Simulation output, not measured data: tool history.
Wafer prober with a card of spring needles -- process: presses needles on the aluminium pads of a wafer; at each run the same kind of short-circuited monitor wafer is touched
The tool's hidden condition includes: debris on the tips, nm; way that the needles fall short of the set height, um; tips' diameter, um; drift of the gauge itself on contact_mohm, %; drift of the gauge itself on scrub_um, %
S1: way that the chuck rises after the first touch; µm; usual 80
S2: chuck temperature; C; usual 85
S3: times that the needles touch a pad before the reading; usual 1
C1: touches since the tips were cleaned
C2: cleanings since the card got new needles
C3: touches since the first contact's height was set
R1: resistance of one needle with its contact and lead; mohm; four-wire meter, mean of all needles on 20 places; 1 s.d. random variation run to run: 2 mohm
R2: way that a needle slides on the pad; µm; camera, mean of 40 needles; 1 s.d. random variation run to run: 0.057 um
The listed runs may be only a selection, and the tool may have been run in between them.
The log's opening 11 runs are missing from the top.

run,hour,S1,S2,S3,C1,C2,C3,R1,R2
# hour 134.9: tips cleaned on abrasive film
12,139.9,80,25,1,2190,39,19910,209,13.35
# hour 147.1: tips cleaned on abrasive film
13,158.0,80,25,1,4802,40,27825,210,13.38
# hour 159.3: tips cleaned on abrasive film
14,166.6,80,25,1,3190,41,31554,210,13.37
# hour 172.1: tips cleaned on abrasive film
15,181.1,80,85,1,3941,42,37859,223,13.23
# hour 184.7: tips cleaned on abrasive film
16,192.4,80,85,1,3358,43,42756,224,13.29
# hour 197.3: tips cleaned on abrasive film
# hour 208.9: tips cleaned on abrasive film
17,209.4,65,85,2,222,45,50163,229,10.86
18,219.2,65,85,2,4496,45,54437,228,10.81
# hour 220.6: tips cleaned on abrasive film
# hour 233.7: tips cleaned on abrasive film
19,235.5,65,85,2,771,47,61497,225,10.83
# hour 245.5: tips cleaned on abrasive film
20,253.7,81,87,2,3584,48,69437,224,13.55
# hour 258.7: tips cleaned on abrasive film
21,268.1,80,57,3,4093,49,75688,215,13.34
# hour 270.7: tips cleaned on abrasive film
# hour 283.2: tips cleaned on abrasive film
22,284.8,80,113,2,703,51,82964,231,13.38
# hour 295.9: tips cleaned on abrasive film
23,302.0,87,59,1,2677,52,90450,215,14.60
# hour 308.3: tips cleaned on abrasive film
24,310.4,92,42,2,946,53,94101,214,15.28
# hour 320.8: tips cleaned on abrasive film
25,327.4,65,118,1,2875,54,101491,237,10.91
# hour 332.6: tips cleaned on abrasive film
# hour 344.8: tips cleaned on abrasive film
26,346.8,65,118,1,860,56,109898,237,10.84
# hour 357.6: tips cleaned on abrasive film
27,365.3,65,118,1,3374,57,117995,237,10.88
# hour 370.1: tips cleaned on abrasive film
28,376.7,93,64,2,2925,58,122949,213,15.55
# hour 381.7: tips cleaned on abrasive film
# hour 394.0: tips cleaned on abrasive film
29,394.0,67,26,2,0,60,130455,211,11.28
# hour 405.7: tips cleaned on abrasive film
30,405.7,80,85,2,0,61,135544,222,13.44
# hour 417.7: tips cleaned on abrasive film
31,421.7,65,54,2,1725,62,142486,221,10.97
# hour 429.4: tips cleaned on abrasive film
32,438.0,87,108,2,3779,63,149611,226,14.64

What if the next run were any one of these 4? Each begins from the tool's condition after run 32:
# hour 442.3: tips cleaned on abrasive film
# hour 453.9: tips cleaned on abrasive film
A,454.9,94,38,1,472,65,156944,?,?
# hour 442.3: tips cleaned on abrasive film
# hour 453.9: tips cleaned on abrasive film
B,454.9,93,33,2,472,65,156944,?,?
# hour 442.3: tips cleaned on abrasive film
# hour 453.9: tips cleaned on abrasive film
C,454.9,77,100,1,472,65,156944,?,?
# hour 442.3: tips cleaned on abrasive film
# hour 453.9: tips cleaned on abrasive film
D,454.9,72,63,1,472,65,156944,?,?

run,R1,R2
A,213,15.85
B,205,15.67
C,225,13.03
D,220,12.07
The same runs, with their run-to-run variation unchanged, on a tool lacking any hidden condition would have given:
run,R1,R2
A,212,15.52
B,205,15.34
C,225,12.76
D,219,11.82
